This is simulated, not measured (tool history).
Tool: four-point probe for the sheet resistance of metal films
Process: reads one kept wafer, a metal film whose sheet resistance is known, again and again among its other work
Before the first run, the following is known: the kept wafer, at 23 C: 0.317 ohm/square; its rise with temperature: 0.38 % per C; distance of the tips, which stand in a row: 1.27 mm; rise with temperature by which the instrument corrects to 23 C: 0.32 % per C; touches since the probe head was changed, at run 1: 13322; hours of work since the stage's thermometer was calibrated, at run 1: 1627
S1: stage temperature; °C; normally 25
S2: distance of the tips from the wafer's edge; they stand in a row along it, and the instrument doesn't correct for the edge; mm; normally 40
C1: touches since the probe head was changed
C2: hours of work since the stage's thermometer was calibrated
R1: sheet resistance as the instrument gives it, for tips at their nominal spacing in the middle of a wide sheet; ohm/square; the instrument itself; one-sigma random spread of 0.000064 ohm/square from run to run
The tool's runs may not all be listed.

Run 1, hour 0.0: usual settings; C1 13322; C2 1627. Result: R1 0.318305 ohm/square.
Run 2, hour 23.1: usual settings; C1 14130; C2 1639. Result: R1 0.318230 ohm/square.
Run 3, hour 53.7: usual settings; C1 15196; C2 1655. Result: R1 0.318249 ohm/square.
Run 4, hour 70.6: usual settings; C1 15785; C2 1664. Result: R1 0.318275 ohm/square.
Run 5, hour 87.2: usual settings; C1 16367; C2 1673. Result: R1 0.318168 ohm/square.
Run 6, hour 113.0: usual settings but S2 69 mm; C1 17267; C2 1687. Result: R1 0.318166 ohm/square.
Run 7, hour 125.5: usual settings but S2 69 mm; C1 17704; C2 1693. Result: R1 0.318065 ohm/square.
At hour 127.6: stage's thermometer calibrated.
Run 8, hour 142.5: usual settings but S1 20 °C, S2 69 mm; C1 18278; C2 8. Result: R1 0.317305 ohm/square.
Run 9, hour 156.8: usual settings but S1 20 °C, S2 69 mm; C1 18778; C2 15. Result: R1 0.317240 ohm/square.
Run 10, hour 169.8: usual settings but S1 20 °C, S2 69 mm; C1 19232; C2 22. Result: R1 0.317148 ohm/square.
Run 11, hour 188.8: usual settings; C1 19895; C2 32. Result: R1 0.318230 ohm/square.
Run 12, hour 218.2: usual settings; C1 20920; C2 48. Result: R1 0.318233 ohm/square.
Run 13, hour 248.4: usual settings but S1 19 °C; C1 21976; C2 64. Result: R1 0.317227 ohm/square.
Run 14, hour 272.9: usual settings but S1 19 °C; C1 22830; C2 77. Result: R1 0.317169 ohm/square.
At hour 300.3: stage's thermometer calibrated, once more.
Run 15, hour 301.4: usual settings but S1 19 °C, S2 10 mm; C1 23807; C2 1. Result: R1 0.319190 ohm/square.
Run 16, hour 320.7: usual settings but S1 29 °C, S2 4 mm; C1 24481; C2 11. Result: R1 0.334641 ohm/square.
Run 17, hour 349.9: usual settings but S1 29 °C, S2 4 mm; C1 25501; C2 26. Result: R1 0.334478 ohm/square.
Run 18, hour 377.6: usual settings but S1 19 °C, S2 51 mm; C1 26469; C2 41. Result: R1 0.316637 ohm/square.
Run 19, hour 405.4: usual settings but S1 34 °C, S2 32 mm; C1 27439; C2 56. Result: R1 0.319123 ohm/square.
Run 20, hour 436.4: usual settings but S1 21 °C, S2 49 mm; C1 28520; C2 72. Result: R1 0.316901 ohm/square.
Run 21, hour 466.5: usual settings but S1 21 °C, S2 49 mm; C1 29572; C2 88. Result: R1 0.317069 ohm/square.
Run 22, hour 479.0: usual settings but S1 22 °C, S2 10 mm; C1 30008; C2 95. Result: R1 0.319662 ohm/square.
Run 23, hour 494.7: usual settings but S1 22 °C, S2 10 mm; C1 30553; C2 103. Result: R1 0.319690 ohm/square.
Run 24, hour 512.7: usual settings but S1 24 °C, S2 44 mm; C1 31185; C2 113. Result: R1 0.317518 ohm/square.
Run 25, hour 530.5: usual settings but S1 23 °C, S2 44 mm; C1 31804; C2 122. Result: R1 0.317317 ohm/square.

5 ways to go on from here, each from the tool as it stands after run 25. What would each give?
Run A, hour 546.8: usual settings but S1 27 °C, S2 48 mm; C1 32374; C2 131. Result: R1 ?.
Run B, hour 546.8: usual settings but S1 20 °C; C1 32374; C2 131. Result: R1 ?.
Run C, hour 546.8: usual settings but S1 32 °C, S2 5 mm; C1 32374; C2 131. Result: R1 ?.
Run D, hour 546.8: usual settings but S1 33 °C, S2 5 mm; C1 32374; C2 131. Result: R1 ?.
Run E, hour 546.8: usual settings but S1 29 °C; C1 32374; C2 131. Result: R1 ?.

run        R1
  A  0.317900
  B  0.316662
  C  0.329320
  D  0.329547
  E  0.318208
Stripped of hidden state, with their random variation kept, the same runs would have yielded:
run        R1
  A  0.317797
  B  0.316559
  C  0.329213
  D  0.329440
  E  0.318105
